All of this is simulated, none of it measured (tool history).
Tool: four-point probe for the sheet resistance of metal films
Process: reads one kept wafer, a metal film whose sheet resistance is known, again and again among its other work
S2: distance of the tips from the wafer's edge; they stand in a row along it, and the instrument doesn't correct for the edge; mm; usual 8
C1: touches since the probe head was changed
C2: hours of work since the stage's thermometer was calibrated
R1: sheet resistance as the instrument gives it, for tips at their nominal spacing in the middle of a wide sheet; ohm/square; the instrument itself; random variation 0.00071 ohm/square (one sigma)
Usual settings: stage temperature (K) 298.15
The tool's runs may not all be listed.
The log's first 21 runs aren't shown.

run 22 day=18.996 | stage_temperature_(K)=302.15 S2=52 | C1=58834 C2=70 | R1=3.596927
-- day=19.112 stage's thermometer calibrated, once more
run 23 day=19.825 | stage_temperature_(K)=293.15 S2=4 | C1=59286 C2=10 | R1=3.718814
run 24 day=20.379 | stage_temperature_(K)=307.15 S2=28 | C1=59596 C2=17 | R1=3.594475
run 25 day=20.925 | stage_temperature_(K)=295.15 S2=25 | C1=59902 C2=25 | R1=3.605393
run 26 day=21.542 | stage_temperature_(K)=295.15 S2=25 | C1=60246 C2=33 | R1=3.605154
run 27 day=22.383 | stage_temperature_(K)=305.15 S2=20 | C1=60715 C2=45 | R1=3.600001
-- day=22.621 new probe head fitted
run 28 day=23.412 | stage_temperature_(K)=295.15 S2=24 | C1=443 C2=58 | R1=3.556948
run 29 day=24.267 | stage_temperature_(K)=295.15 S2=24 | C1=921 C2=70 | R1=3.556674
run 30 day=25.375 | stage_temperature_(K)=294.15 S2=3 | C1=1539 C2=85 | R1=3.755183
run 31 day=26.017 | stage_temperature_(K)=294.15 S2=3 | C1=1899 C2=94 | R1=3.756188
run 32 day=27.075 | stage_temperature_(K)=294.15 S2=3 | C1=2490 C2=108 | R1=3.755877
run 33 day=27.946 | stage_temperature_(K)=294.15 S2=3 | C1=2977 C2=120 | R1=3.757726
run 34 day=28.583 | stage_temperature_(K)=303.15 S2=12 | C1=3332 C2=129 | R1=3.563352
run 35 day=29.758 | stage_temperature_(K)=299.15 S2=25 | C1=3989 C2=145 | R1=3.556655
run 36 day=30.588 | stage_temperature_(K)=300.15 S2=8 | C1=4451 C2=156 | R1=3.582019
run 37 day=31.188 | stage_temperature_(K)=300.15 S2=8 | C1=4788 C2=164 | R1=3.582496
run 38 day=31.879 | stage_temperature_(K)=293.15 S2=28 | C1=5173 C2=174 | R1=3.562020
run 39 day=32.508 | stage_temperature_(K)=294.15 S2=36 | C1=5524 C2=182 | R1=3.560124

5 ways to go on from here, each from the tool as it stands after run 39. What would each give?
run A day=33.646 | stage_temperature_(K)=293.15 S2=5 | C1=6161 C2=198 | R1=?
run B day=33.646 | stage_temperature_(K)=298.15 S2=17 | C1=6161 C2=198 | R1=?
run C day=33.646 | stage_temperature_(K)=295.15 S2=18 | C1=6161 C2=198 | R1=?
run D day=33.646 | stage_temperature_(K)=295.15 S2=6 | C1=6161 C2=198 | R1=?
run E day=33.646 | stage_temperature_(K)=292.15 S2=3 | C1=6161 C2=198 | R1=?

run=A R1=3.633874
run=B R1=3.562421
run=C R1=3.563286
run=D R1=3.610913
run=E R1=3.760382
Without the tool's hidden state the same runs would have given:
run=A R1=3.620421
run=B R1=3.549233
run=C R1=3.550083
run=D R1=3.597546
run=E R1=3.746493
